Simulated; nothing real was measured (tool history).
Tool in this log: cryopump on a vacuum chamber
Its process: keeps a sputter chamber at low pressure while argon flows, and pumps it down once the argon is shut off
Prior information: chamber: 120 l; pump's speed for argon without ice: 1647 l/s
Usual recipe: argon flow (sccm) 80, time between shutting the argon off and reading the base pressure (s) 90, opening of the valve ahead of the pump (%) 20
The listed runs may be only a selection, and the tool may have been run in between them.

| run | day | argon flow (sccm) | time between shutting the argon off and reading the base pressure (s) | opening of the valve ahead of the pump (%) | pressure while argon flows (Pa) | pressure after the wait (uPa) |
|---|---|---|---|---|---|---|
| 1 | 0.000 | 80 | 90 | 20 | 0.4212 | 2.08 |
| 2 | 0.425 | 80 | 90 | 20 | 0.4233 | 2.06 |
| 3 | 1.000 | 80 | 90 | 17 | 0.4957 | 2.12 |
| 4 | 1.392 | 80 | 90 | 17 | 0.4957 | 2.06 |
| 5 | 1.700 | 80 | 90 | 25 | 0.3379 | 2.07 |
| 6 | 2.079 | 80 | 35 | 20 | 0.4206 | 2.93 |
| 7 | 2.421 | 80 | 35 | 20 | 0.4244 | 2.93 |
| 8 | 3.067 | 80 | 35 | 20 | 0.4223 | 2.87 |
| 9 | 3.588 | 58 | 90 | 20 | 0.3060 | 2.14 |
| 10 | 3.917 | 52 | 117 | 41 | 0.1390 | 2.02 |

Expected results for the next run?
| 11 | 4.271 | 52 | 117 | 41 | ? | ? |

{"run 11": {"pressure while argon flows (Pa)": 0.1404, "pressure after the wait (uPa)": 2.05}}
If the tool had no hidden condition, the same run with the same run-to-run variation would have returned pressure while argon flows (Pa) 0.1310, pressure after the wait (uPa) 0.58.
